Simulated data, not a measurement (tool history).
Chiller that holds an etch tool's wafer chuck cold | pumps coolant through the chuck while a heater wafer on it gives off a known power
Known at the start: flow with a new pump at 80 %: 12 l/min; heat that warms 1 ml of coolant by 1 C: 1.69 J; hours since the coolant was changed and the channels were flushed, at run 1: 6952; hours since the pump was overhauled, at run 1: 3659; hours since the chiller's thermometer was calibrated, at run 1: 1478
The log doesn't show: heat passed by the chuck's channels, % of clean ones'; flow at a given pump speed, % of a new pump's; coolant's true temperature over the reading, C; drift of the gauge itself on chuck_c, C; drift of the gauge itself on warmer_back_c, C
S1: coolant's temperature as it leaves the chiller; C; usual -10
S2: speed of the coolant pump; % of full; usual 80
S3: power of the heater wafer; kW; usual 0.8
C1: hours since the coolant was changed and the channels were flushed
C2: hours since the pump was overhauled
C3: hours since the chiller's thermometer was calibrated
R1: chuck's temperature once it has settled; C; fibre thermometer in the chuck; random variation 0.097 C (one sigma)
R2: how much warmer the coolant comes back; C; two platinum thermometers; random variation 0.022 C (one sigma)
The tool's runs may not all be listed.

| run | day | S1 | S2 | S3 | C1 | C2 | C3 | R1 | R2 |
|---|---|---|---|---|---|---|---|---|---|
| 1 | 0 | -10 | 80 | 0.8 | 6952 | 3659 | 1478 | -4.95 | 2.36 |
| 2 | 3.962 | -10 | 80 | 0.8 | 7047 | 3754 | 1573 | -4.91 | 2.35 |
| 3 | 8.4 | -10 | 80 | 0.8 | 7153 | 3861 | 1679 | -4.88 | 2.31 |
| 4 | 10.292 | -10 | 75 | 0.8 | 7199 | 3906 | 1725 | -4.45 | 2.45 |
| 5 | 12.842 | -10 | 75 | 0.8 | 7260 | 3967 | 1786 | -4.72 | 2.4 |
| 6 | 15.575 | -10 | 75 | 0.8 | 7326 | 4033 | 1852 | -4.65 | 2.4 |
| 7 | 17.646 | -10 | 89 | 0.8 | 7375 | 4083 | 1901 | -5.34 | 1.95 |
| 8 | 20.804 | -10 | 80 | 0.8 | 7451 | 4158 | 1977 | -5.04 | 2.19 |
| 9 | 24.25 | -10 | 80 | 0.701 | 7534 | 4241 | 2060 | -5.59 | 1.85 |
| 10 | 26.333 | -12 | 80 | 0.8 | 7584 | 4291 | 2110 | -7.07 | 2.14 |
|  | 27.254 | chiller's thermometer calibrated |
| 11 | 28.421 | -10 | 80 | 1.102 | 7633 | 4340 | 28 | -2.9 | 2.97 |
| 12 | 31.788 | -10 | 80 | 1.102 | 7714 | 4421 | 109 | -3.12 | 3.03 |
| 13 | 34.271 | -10 | 80 | 1.102 | 7773 | 4481 | 168 | -3.16 | 2.94 |
|  | 38.05 | gauge calibrated |
|  | 38.3 | coolant changed, channels flushed |
| 14 | 38.867 | -10 | 80 | 1.102 | 14 | 4585 | 273 | -3.08 | 3.26 |
| 15 | 40.762 | -5 | 80 | 0.8 | 59 | 4631 | 318 | 0.16 | 2.33 |
| 16 | 42.971 | -5 | 80 | 0.8 | 112 | 4683 | 371 | 0.11 | 2.32 |
| 17 | 47.108 | -5 | 80 | 0.8 | 211 | 4783 | 470 | 0.12 | 2.32 |

The next listed run, before its measurement:
| 18 | 51.7 | -12 | 81 | 0.812 | 322 | 4893 | 581 | ? | ? |

Run 18 gave R1 -6.84 C, R2 2.23 C.
Without the tool's hidden state the same run would have given R1 -6.85 C, R2 2.35 C.

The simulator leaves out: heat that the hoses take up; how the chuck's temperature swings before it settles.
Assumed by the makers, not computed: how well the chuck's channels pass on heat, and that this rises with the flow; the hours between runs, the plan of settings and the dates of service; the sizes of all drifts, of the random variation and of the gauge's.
